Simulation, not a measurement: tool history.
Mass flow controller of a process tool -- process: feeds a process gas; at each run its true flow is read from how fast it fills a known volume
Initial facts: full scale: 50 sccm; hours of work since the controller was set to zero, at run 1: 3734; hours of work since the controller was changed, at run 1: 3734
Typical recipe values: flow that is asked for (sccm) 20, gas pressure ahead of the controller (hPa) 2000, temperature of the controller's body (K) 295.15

| run | day | flow that is asked for (sccm) | gas pressure ahead of the controller (hPa) | temperature of the controller's body (K) | hours of work since the controller was set to zero | hours of work since the controller was changed | true flow (%) |
|---|---|---|---|---|---|---|---|
| 1 | 0 | 20 | 2000 | 295.15 | 3734 | 3734 | 99.58 |
| 2 | 3.067 | 20 | 2000 | 295.15 | 3785 | 3785 | 99.55 |
| 3 | 4.646 | 20 | 2000 | 295.15 | 3811 | 3811 | 99.58 |
| 4 | 8.05 | 20 | 2000 | 295.15 | 3867 | 3867 | 99.54 |
| 5 | 10.017 | 20 | 2000 | 295.15 | 3900 | 3900 | 99.49 |
| 6 | 11.617 | 20 | 2000 | 295.15 | 3926 | 3926 | 99.54 |
| 7 | 13.875 | 20 | 2000 | 295.15 | 3963 | 3963 | 99.49 |
| 8 | 16.65 | 20 | 2000 | 295.15 | 4009 | 4009 | 99.7 |
| 9 | 19.867 | 20 | 2000 | 295.15 | 4063 | 4063 | 99.7 |
| 10 | 22.025 | 20 | 2000 | 296.15 | 4098 | 4098 | 99.73 |
| 11 | 24.146 | 20 | 2760 | 296.15 | 4133 | 4133 | 99.11 |
| 12 | 27.7 | 20 | 2760 | 296.15 | 4192 | 4192 | 99.2 |
| 13 | 30.6 | 20 | 1750 | 295.15 | 4240 | 4240 | 99.88 |
| 14 | 33.554 | 20 | 1410 | 295.15 | 4289 | 4289 | 99.95 |
| 15 | 36.429 | 20 | 1410 | 295.15 | 4337 | 4337 | 100.09 |
| 16 | 38.062 | 20 | 2000 | 295.15 | 4364 | 4364 | 99.52 |
| 17 | 39.925 | 9 | 2000 | 295.15 | 4395 | 4395 | 101.6 |
| 18 | 41.558 | 9 | 2000 | 295.15 | 4422 | 4422 | 101.49 |
| 19 | 43.779 | 20 | 2000 | 305.15 | 4458 | 4458 | 99.42 |
| 20 | 46.321 | 20 | 2000 | 305.15 | 4500 | 4500 | 99.48 |
| 21 | 49.4 | 34 | 2000 | 295.15 | 4552 | 4552 | 99.41 |
| 22 | 51.025 | 34 | 2000 | 295.15 | 4578 | 4578 | 99.4 |
| 23 | 54.238 | 34 | 2000 | 295.15 | 4632 | 4632 | 99.32 |
| 24 | 57.533 | 20 | 2000 | 295.15 | 4686 | 4686 | 99.63 |
| 25 | 59.329 | 20 | 2000 | 299.15 | 4716 | 4716 | 99.57 |
|  | 59.575 | controller's zero set anew |
| 26 | 61.246 | 20 | 2280 | 295.15 | 28 | 4747 | 100.8 |
| 27 | 64.846 | 20 | 2280 | 295.15 | 87 | 4807 | 100.79 |
| 28 | 68.158 | 9 | 2000 | 297.15 | 142 | 4862 | 104.65 |
| 29 | 69.962 | 5 | 1640 | 302.15 | 172 | 4892 | 110.48 |
| 30 | 72.142 | 30 | 2420 | 297.15 | 208 | 4928 | 99.95 |
| 31 | 74.388 | 30 | 2420 | 297.15 | 245 | 4965 | 99.87 |
| 32 | 76.567 | 24 | 2000 | 295.15 | 281 | 5001 | 100.68 |
|  | 78.508 | controller exchanged for a calibrated one |
| 33 | 78.571 | 18 | 1980 | 295.15 | 1 | 1 | 98.87 |
| 34 | 80.383 | 18 | 1980 | 295.15 | 31 | 31 | 99.09 |
|  | 81.408 | controller's zero set anew, once more |
| 35 | 83.621 | 18 | 1980 | 295.15 | 37 | 84 | 99.09 |
| 36 | 87.038 | 20 | 1730 | 300.15 | 93 | 141 | 99.34 |
| 37 | 89.008 | 24 | 1920 | 296.15 | 126 | 173 | 99.2 |
| 38 | 92.762 | 34 | 1900 | 297.15 | 188 | 236 | 99.31 |
| 39 | 96.388 | 34 | 1900 | 297.15 | 248 | 296 | 99.53 |
| 40 | 98.892 | 34 | 2300 | 297.15 | 289 | 337 | 99.19 |
| 41 | 101.633 | 34 | 2300 | 297.15 | 335 | 382 | 99.01 |
| 42 | 103.379 | 34 | 2300 | 297.15 | 364 | 411 | 99.16 |
| 43 | 105.433 | 25 | 1420 | 309.15 | 398 | 445 | 99.43 |
| 44 | 107.838 | 25 | 2230 | 298.15 | 437 | 485 | 98.87 |
| 45 | 110.388 | 24 | 1640 | 299.15 | 480 | 527 | 99.41 |
| 46 | 112.25 | 24 | 1640 | 299.15 | 511 | 558 | 99.35 |
| 47 | 115.458 | 24 | 1470 | 299.15 | 564 | 611 | 99.52 |
| 48 | 118.525 | 46 | 1980 | 308.15 | 614 | 662 | 99.42 |
| 49 | 120.192 | 9 | 1980 | 308.15 | 642 | 690 | 98.94 |

For each entry between runs, how does the tool's hidden state at the last listed run before it compare with that at the first listed run after it?
From run 25 to run 26: controller's zero set anew (day 59.575)
  flow at rest that the sensor doesn't see, % of full scale: 0.755 -> 1.274; true flow over the shown one, %: -1.35 -> -1.36
  what was measured, less what the result would be without the hidden state, true flow (%): +0.53 -> +1.82
From run 32 to run 33: controller exchanged for a calibrated one (day 78.508)
  flow at rest that the sensor doesn't see, % of full scale: 1.316 -> 0.009; true flow over the shown one, %: -1.43 -> -0.21
  what was measured, less what the result would be without the hidden state, true flow (%): +1.31 -> -0.19
From run 34 to run 35: controller's zero set anew, once more (day 81.408)
  flow at rest that the sensor doesn't see, % of full scale: 0.014 -> 0.046; true flow over the shown one, %: -0.22 -> -0.23
  what was measured, less what the result would be without the hidden state, true flow (%): -0.18 -> -0.11
